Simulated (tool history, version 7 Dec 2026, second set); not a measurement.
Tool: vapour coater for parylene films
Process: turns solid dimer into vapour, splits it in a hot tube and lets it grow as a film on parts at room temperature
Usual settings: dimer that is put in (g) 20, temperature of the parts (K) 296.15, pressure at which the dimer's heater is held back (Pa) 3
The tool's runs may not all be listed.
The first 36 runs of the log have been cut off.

run     day  dimer that is put in (g)  temperature of the parts (K)  pressure at which the dimer's heater is held back (Pa)  thickness of the film (nm)
 37  16.542                        27                        299.15                                                    7.77                        8550
 38  16.892                        20                        306.15                                                    8.58                        4470
 39  17.458                        15                        306.15                                                    8.58                        3290
 40  17.817                        15                        292.15                                                    2.17                        7510
 41  18.088                        32                        289.15                                                    2.17                       18000
 42  18.438                        32                        289.15                                                    2.17                       17890
 43  18.708                        17                        289.15                                                    2.79                        9580
 44  19.358                        17                        289.15                                                    2.79                        9540
 45  19.771                        12                        291.15                                                    2.59                        6170
 46  20.325                        24                        297.15                                                    2.28                        9110
 47  20.975                        24                        297.15                                                    2.28                        9100
 48  21.296                        13                        293.15                                                    4.15                        5820

Below are 3 alternative next runs, each starting from the tool's condition after run 48. Predict each:
  A  21.921                        21                        298.15                                                    3.25                           ?
  B  21.921                        14                        296.15                                                    7.21                           ?
  C  21.921                        21                        293.15                                                    6.49                           ?

run  thickness of the film (nm)
  A                        7320
  B                        5140
  C                        9050
Without the tool's hidden state the same runs would have given:
run  thickness of the film (nm)
  A                        7340
  B                        5160
  C                        9070
